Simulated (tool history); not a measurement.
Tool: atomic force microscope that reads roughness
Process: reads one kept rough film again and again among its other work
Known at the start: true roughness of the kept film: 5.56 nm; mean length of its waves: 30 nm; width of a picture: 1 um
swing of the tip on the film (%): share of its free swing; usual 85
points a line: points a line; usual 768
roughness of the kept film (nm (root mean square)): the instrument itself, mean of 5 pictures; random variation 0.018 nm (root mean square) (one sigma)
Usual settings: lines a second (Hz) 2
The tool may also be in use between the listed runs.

run   hour  lines a second (Hz)  swing of the tip on the film (%)  points a line  roughness of the kept film (nm (root mean square))
  1      0                    2                                85            768                                               3.753
  2      8                    2                                85            768                                               3.636
  3   15.4                    2                                85            768                                               3.599
  4   22.5                    2                                85            768                                               3.593
  5   28.2                    2                                86            768                                               3.547
  6   36.1                    2                                86            768                                               3.529
  7   42.6                    2                                86            768                                               3.472
  8   48.2                  2.7                                86            768                                               3.313
  9   53.5                  2.7                                86            768                                               3.286
 10   61.1                  2.7                                86            768                                               3.265
 11   66.2                    2                                68            768                                               3.551
 12   70.9                    2                                68            398                                                3.54
 13   78.7                    2                                68            398                                               4.453
 14   86.2                    2                                68            398                                               4.397
 15   94.1                    2                                68            398                                               4.336
 16  102.9                 1.11                                85            768                                                 4.2
 17  109.6                 1.11                                85            768                                               4.164
 18  118.8                    2                                85            768                                               3.964
 19  122.8                    2                                85            768                                               3.908
 20  128.4                 3.79                                71            361                                               3.894
 21  135.8                 1.65                                75            542                                               3.989
 22  142.8                 2.74                                75            289                                                3.82
 23    152                 0.94                                85            525                                                3.91
 24    158                 0.94                                85            525                                                3.86
 25  163.6                 1.27                                85            768                                               3.766
 26  172.5                 0.61                                85            347                                               3.845
 27  180.4                    2                                85            634                                               3.571
 28    185                    2                                85            634                                               3.562
 29  191.1                 2.43                                83            930                                               3.494
 30  197.7                    2                                85            606                                               3.476
 31  202.4                 2.13                                71            267                                               3.578
 32  210.2                 0.56                                85            477                                                3.67
 33  214.8                 0.56                                85            477                                               3.643
 34  222.8                 0.56                                85            477                                               3.593
 35  227.8                    2                                61            461                                               3.557
 36  235.3                    2                                61            461                                               4.522
 37  239.3                    2                                61            461                                               4.549

Taken out of this log: 2 entries between the listed runs. Where each belongs, and how the hidden state differs across it:
Between runs 12 and 13: new tip fitted (hour 77.3)
  radius of the tip, nm: 20.3 -> 7.6
  measured less the result without the state, roughness of the kept film (nm (root mean square)): -0.984 -> -0.062
Between runs 35 and 36: new tip fitted (hour 233.3)
  radius of the tip, nm: 20.8 -> 7.4
  measured less the result without the state, roughness of the kept film (nm (root mean square)): -1.025 -> -0.042
